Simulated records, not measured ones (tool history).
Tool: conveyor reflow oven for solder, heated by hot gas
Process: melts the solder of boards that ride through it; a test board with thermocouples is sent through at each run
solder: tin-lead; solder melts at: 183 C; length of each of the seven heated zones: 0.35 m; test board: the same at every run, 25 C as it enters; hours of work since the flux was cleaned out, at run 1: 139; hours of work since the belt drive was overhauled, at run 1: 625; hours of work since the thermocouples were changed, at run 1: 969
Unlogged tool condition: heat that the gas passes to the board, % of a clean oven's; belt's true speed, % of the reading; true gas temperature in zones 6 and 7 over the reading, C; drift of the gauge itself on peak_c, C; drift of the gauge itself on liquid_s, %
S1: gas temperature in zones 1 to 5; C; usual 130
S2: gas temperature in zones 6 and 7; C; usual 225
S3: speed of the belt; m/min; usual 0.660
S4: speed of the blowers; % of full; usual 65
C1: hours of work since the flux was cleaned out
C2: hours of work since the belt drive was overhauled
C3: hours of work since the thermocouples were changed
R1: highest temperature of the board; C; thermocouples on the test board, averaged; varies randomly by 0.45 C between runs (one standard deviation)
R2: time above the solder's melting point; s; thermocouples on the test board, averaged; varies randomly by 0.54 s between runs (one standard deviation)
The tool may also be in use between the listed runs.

{"run": 1, "day": 0.0, "S1": 130, "S2": 225, "S3": 0.66, "S4": 65, "C1": 139, "C2": 625, "C3": 969, "R1": 202.5, "R2": 32.2}
{"run": 2, "day": 1.729, "S1": 143, "S2": 225, "S3": 0.66, "S4": 65, "C1": 156, "C2": 643, "C3": 987, "R1": 204.9, "R2": 40.2}
{"run": 3, "day": 3.771, "S1": 130, "S2": 225, "S3": 0.66, "S4": 65, "C1": 177, "C2": 664, "C3": 1008, "R1": 202.6, "R2": 31.6}
{"run": 4, "day": 6.167, "S1": 130, "S2": 223, "S3": 0.66, "S4": 65, "C1": 202, "C2": 688, "C3": 1032, "R1": 200.4, "R2": 29.9}
{"run": 5, "day": 7.667, "S1": 130, "S2": 223, "S3": 0.66, "S4": 65, "C1": 217, "C2": 704, "C3": 1048, "R1": 200.5, "R2": 30.4}
{"run": 6, "day": 9.154, "S1": 130, "S2": 223, "S3": 0.66, "S4": 65, "C1": 232, "C2": 719, "C3": 1063, "R1": 200.9, "R2": 30.5}
{"run": 7, "day": 11.367, "S1": 130, "S2": 223, "S3": 0.66, "S4": 65, "C1": 255, "C2": 742, "C3": 1086, "R1": 200.8, "R2": 30.1}
{"run": 8, "day": 12.75, "S1": 130, "S2": 225, "S3": 0.66, "S4": 65, "C1": 269, "C2": 756, "C3": 1100, "R1": 201.6, "R2": 30.7}
{"day": 13.233, "done": "belt drive overhauled, speed set with a stopwatch"}
{"day": 14.167, "done": "flux residue cleaned out of gas plates and filters"}
{"run": 9, "day": 14.546, "S1": 130, "S2": 225, "S3": 0.66, "S4": 65, "C1": 4, "C2": 11, "C3": 1114, "R1": 202.5, "R2": 31.9}
{"run": 10, "day": 16.0, "S1": 142, "S2": 225, "S3": 0.66, "S4": 65, "C1": 19, "C2": 26, "C3": 1129, "R1": 205.3, "R2": 37.4}
{"run": 11, "day": 17.417, "S1": 142, "S2": 225, "S3": 0.66, "S4": 65, "C1": 33, "C2": 41, "C3": 1144, "R1": 205.2, "R2": 38.2}
{"run": 12, "day": 19.462, "S1": 142, "S2": 225, "S3": 0.66, "S4": 65, "C1": 54, "C2": 62, "C3": 1165, "R1": 205.4, "R2": 38.1}
{"run": 13, "day": 21.671, "S1": 142, "S2": 225, "S3": 0.66, "S4": 65, "C1": 77, "C2": 84, "C3": 1187, "R1": 204.2, "R2": 37.9}
{"day": 21.954, "done": "thermocouples of zones 6 and 7 changed"}
{"run": 14, "day": 23.646, "S1": 137, "S2": 229, "S3": 0.53, "S4": 67, "C1": 96, "C2": 104, "C3": 17, "R1": 214.9, "R2": 57.4}
{"run": 15, "day": 25.308, "S1": 130, "S2": 225, "S3": 0.551, "S4": 65, "C1": 113, "C2": 121, "C3": 34, "R1": 208.5, "R2": 47.6}
{"run": 16, "day": 26.833, "S1": 143, "S2": 239, "S3": 0.66, "S4": 65, "C1": 129, "C2": 136, "C3": 50, "R1": 216.7, "R2": 47.5}
{"run": 17, "day": 28.742, "S1": 139, "S2": 239, "S3": 0.66, "S4": 57, "C1": 148, "C2": 156, "C3": 69, "R1": 212.4, "R2": 43.6}
{"run": 18, "day": 30.65, "S1": 130, "S2": 239, "S3": 0.545, "S4": 57, "C1": 168, "C2": 175, "C3": 89, "R1": 217.1, "R2": 54.5}
{"run": 19, "day": 32.362, "S1": 117, "S2": 218, "S3": 0.61, "S4": 60, "C1": 185, "C2": 193, "C3": 107, "R1": 195.6, "R2": 23.7}
{"run": 20, "day": 33.617, "S1": 120, "S2": 221, "S3": 0.646, "S4": 60, "C1": 198, "C2": 206, "C3": 119, "R1": 195.9, "R2": 22.2}
{"run": 21, "day": 36.158, "S1": 120, "S2": 221, "S3": 0.646, "S4": 60, "C1": 224, "C2": 232, "C3": 145, "R1": 196.1, "R2": 23.1}
{"run": 22, "day": 37.442, "S1": 120, "S2": 221, "S3": 0.646, "S4": 82, "C1": 237, "C2": 245, "C3": 159, "R1": 202.5, "R2": 31.7}
{"run": 23, "day": 39.688, "S1": 130, "S2": 225, "S3": 0.66, "S4": 85, "C1": 260, "C2": 268, "C3": 182, "R1": 208.0, "R2": 38.4}
{"run": 24, "day": 41.212, "S1": 136, "S2": 225, "S3": 0.789, "S4": 64, "C1": 276, "C2": 283, "C3": 197, "R1": 197.1, "R2": 21.8}

Alternative continuations, all from the tool just after run 24; predict every row:
{"day": 41.767, "done": "flux residue cleaned out of gas plates and filters"}
{"run": "A", "day": 43.117, "S1": 130, "S2": 235, "S3": 0.684, "S4": 52, "C1": 14, "C2": 301, "C3": 215, "R1": "?", "R2": "?"}
{"day": 41.767, "done": "flux residue cleaned out of gas plates and filters"}
{"run": "B", "day": 43.117, "S1": 130, "S2": 225, "S3": 0.771, "S4": 65, "C1": 14, "C2": 301, "C3": 215, "R1": "?", "R2": "?"}
{"day": 41.767, "done": "flux residue cleaned out of gas plates and filters"}
{"run": "C", "day": 43.117, "S1": 130, "S2": 225, "S3": 0.66, "S4": 50, "C1": 14, "C2": 301, "C3": 215, "R1": "?", "R2": "?"}
{"day": 41.767, "done": "flux residue cleaned out of gas plates and filters"}
{"run": "D", "day": 43.117, "S1": 130, "S2": 225, "S3": 0.592, "S4": 60, "C1": 14, "C2": 301, "C3": 215, "R1": "?", "R2": "?"}

run=A R1=203.7 R2=31.3
run=B R1=197.0 R2=20.7
run=C R1=196.1 R2=23.7
run=D R1=204.6 R2=39.1
Without the tool's unlogged condition, the same runs would have read:
run=A R1=203.7 R2=31.3
run=B R1=197.0 R2=20.7
run=C R1=196.1 R2=23.8
run=D R1=204.6 R2=39.1
